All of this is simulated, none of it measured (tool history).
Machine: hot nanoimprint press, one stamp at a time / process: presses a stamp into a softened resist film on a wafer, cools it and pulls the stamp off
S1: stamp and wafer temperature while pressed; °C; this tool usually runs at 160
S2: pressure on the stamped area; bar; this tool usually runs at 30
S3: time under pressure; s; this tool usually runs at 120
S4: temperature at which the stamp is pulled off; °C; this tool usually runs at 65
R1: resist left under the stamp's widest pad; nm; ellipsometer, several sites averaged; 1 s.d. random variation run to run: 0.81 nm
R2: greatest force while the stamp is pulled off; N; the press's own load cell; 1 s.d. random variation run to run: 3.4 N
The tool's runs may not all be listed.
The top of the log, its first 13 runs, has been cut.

{"run": 14, "hour": 566.9, "S1": 160, "S2": 30, "S3": 120, "S4": 65, "R1": 113.3, "R2": 184}
{"hour": 582.7, "done": "stamp cleaned and given a new release coat"}
{"run": 15, "hour": 623.8, "S1": 160, "S2": 30, "S3": 120, "S4": 65, "R1": 113, "R2": 165}
{"hour": 648.2, "done": "plate thermocouple calibrated"}
{"run": 16, "hour": 678.8, "S1": 160, "S2": 30, "S3": 120, "S4": 65, "R1": 108.1, "R2": 170}
{"run": 17, "hour": 706.1, "S1": 161, "S2": 20.3, "S3": 120, "S4": 65, "R1": 124.9, "R2": 174}
{"run": 18, "hour": 771.8, "S1": 161, "S2": 20.3, "S3": 120, "S4": 65, "R1": 123.8, "R2": 171}
{"run": 19, "hour": 833.0, "S1": 161, "S2": 20.3, "S3": 120, "S4": 65, "R1": 125.1, "R2": 173}
{"hour": 877.2, "done": "stamp cleaned and given a new release coat"}
{"run": 20, "hour": 895.7, "S1": 163, "S2": 30, "S3": 89, "S4": 51, "R1": 103.1, "R2": 225}
{"run": 21, "hour": 960.2, "S1": 163, "S2": 30, "S3": 89, "S4": 51, "R1": 104.1, "R2": 235}
{"run": 22, "hour": 1016.7, "S1": 171, "S2": 30, "S3": 120, "S4": 57, "R1": 63.1, "R2": 210}
{"run": 23, "hour": 1076.4, "S1": 160, "S2": 24.1, "S3": 120, "S4": 65, "R1": 123, "R2": 173}
{"run": 24, "hour": 1121.6, "S1": 160, "S2": 24.1, "S3": 192, "S4": 56, "R1": 107.4, "R2": 217}
{"hour": 1169.3, "done": "stamp cleaned and given a new release coat"}
{"run": 25, "hour": 1176.0, "S1": 164, "S2": 30, "S3": 120, "S4": 72, "R1": 92.8, "R2": 133}
{"run": 26, "hour": 1215.8, "S1": 164, "S2": 30, "S3": 120, "S4": 72, "R1": 92.5, "R2": 136}
{"run": 27, "hour": 1271.7, "S1": 164, "S2": 30, "S3": 120, "S4": 72, "R1": 93.2, "R2": 139}
{"run": 28, "hour": 1335.7, "S1": 155, "S2": 30, "S3": 169, "S4": 51, "R1": 130.8, "R2": 245}
{"run": 29, "hour": 1395.8, "S1": 160, "S2": 30, "S3": 99, "S4": 65, "R1": 119.6, "R2": 176}
{"run": 30, "hour": 1427.9, "S1": 159, "S2": 30, "S3": 108, "S4": 65, "R1": 123.3, "R2": 181}
{"hour": 1466.2, "done": "stamp cleaned and given a new release coat"}
{"run": 31, "hour": 1494.9, "S1": 167, "S2": 30, "S3": 191, "S4": 65, "R1": 67.6, "R2": 162}

3 ways to go on from here, each from the tool as it stands after run 31. What would each give?
{"run": "A", "hour": 1541.8, "S1": 167, "S2": 22.8, "S3": 191, "S4": 65, "R1": "?", "R2": "?"}
{"run": "B", "hour": 1541.8, "S1": 161, "S2": 20.1, "S3": 120, "S4": 68, "R1": "?", "R2": "?"}
{"run": "C", "hour": 1541.8, "S1": 160, "S2": 44.6, "S3": 220, "S4": 65, "R1": "?", "R2": "?"}

run=A R1=79.3 R2=172
run=B R1=128.9 R2=152
run=C R1=77.8 R2=173
Stripped of hidden state, with their random variation kept, the same runs would have yielded:
run=A R1=73.3 R2=163
run=B R1=121.1 R2=143
run=C R1=69.9 R2=164
